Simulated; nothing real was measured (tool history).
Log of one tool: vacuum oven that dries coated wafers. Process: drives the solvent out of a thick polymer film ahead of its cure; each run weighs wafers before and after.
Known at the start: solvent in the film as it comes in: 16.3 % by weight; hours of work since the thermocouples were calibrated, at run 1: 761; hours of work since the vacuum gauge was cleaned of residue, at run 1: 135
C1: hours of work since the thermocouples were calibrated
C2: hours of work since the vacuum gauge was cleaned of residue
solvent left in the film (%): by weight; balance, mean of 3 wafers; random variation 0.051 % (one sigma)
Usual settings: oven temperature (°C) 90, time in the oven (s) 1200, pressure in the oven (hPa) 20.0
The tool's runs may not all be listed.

Run 1, day 0.000: usual settings; C1 761; C2 135. Result: solvent left in the film (%) 2.20.
Run 2, day 2.979: usual settings; C1 807; C2 181. Result: solvent left in the film (%) 2.19.
Run 3, day 5.546: usual settings; C1 846; C2 220. Result: solvent left in the film (%) 2.25.
At day 6.779: oven's thermocouples calibrated.
Run 4, day 10.062: usual settings; C1 51; C2 288. Result: solvent left in the film (%) 2.24.
Run 5, day 13.117: usual settings but pressure in the oven (hPa) 49.1; C1 97; C2 335. Result: solvent left in the film (%) 3.50.
Run 6, day 15.575: usual settings but pressure in the oven (hPa) 49.1; C1 135; C2 373. Result: solvent left in the film (%) 3.53.
Run 7, day 19.317: usual settings but pressure in the oven (hPa) 49.1; C1 193; C2 431. Result: solvent left in the film (%) 3.52.
Run 8, day 22.204: usual settings but oven temperature (°C) 81; C1 237; C2 475. Result: solvent left in the film (%) 3.86.
Run 9, day 24.383: usual settings; C1 271; C2 509. Result: solvent left in the film (%) 2.33.
Run 10, day 27.704: usual settings but time in the oven (s) 1620; C1 322; C2 560. Result: solvent left in the film (%) 1.54.
Run 11, day 32.412: usual settings but time in the oven (s) 1620; C1 394; C2 632. Result: solvent left in the film (%) 1.56.
Run 12, day 34.817: usual settings but time in the oven (s) 1920; C1 431; C2 669. Result: solvent left in the film (%) 1.34.
Run 13, day 39.012: usual settings but oven temperature (°C) 78, time in the oven (s) 1920; C1 496; C2 734. Result: solvent left in the film (%) 2.93.
Run 14, day 42.888: usual settings but oven temperature (°C) 78, time in the oven (s) 1920; C1 556; C2 793. Result: solvent left in the film (%) 2.91.
Run 15, day 47.300: usual settings but oven temperature (°C) 78, time in the oven (s) 1920, pressure in the oven (hPa) 22.7; C1 623; C2 861. Result: solvent left in the film (%) 3.01.
Run 16, day 50.812: usual settings but oven temperature (°C) 84, time in the oven (s) 2100, pressure in the oven (hPa) 17.1; C1 677; C2 915. Result: solvent left in the film (%) 1.71.
Run 17, day 52.929: usual settings but oven temperature (°C) 84, time in the oven (s) 2100, pressure in the oven (hPa) 17.1; C1 710; C2 948. Result: solvent left in the film (%) 1.59.

Run 18 comes next. What will it give?
Run 18, day 55.879: usual settings but oven temperature (°C) 84, time in the oven (s) 660, pressure in the oven (hPa) 17.1; C1 755; C2 993. Result: solvent left in the film (%) ?.

Run 18 gave solvent left in the film (%) 5.75.
Without the tool's hidden state the same run would have given solvent left in the film (%) 5.77.

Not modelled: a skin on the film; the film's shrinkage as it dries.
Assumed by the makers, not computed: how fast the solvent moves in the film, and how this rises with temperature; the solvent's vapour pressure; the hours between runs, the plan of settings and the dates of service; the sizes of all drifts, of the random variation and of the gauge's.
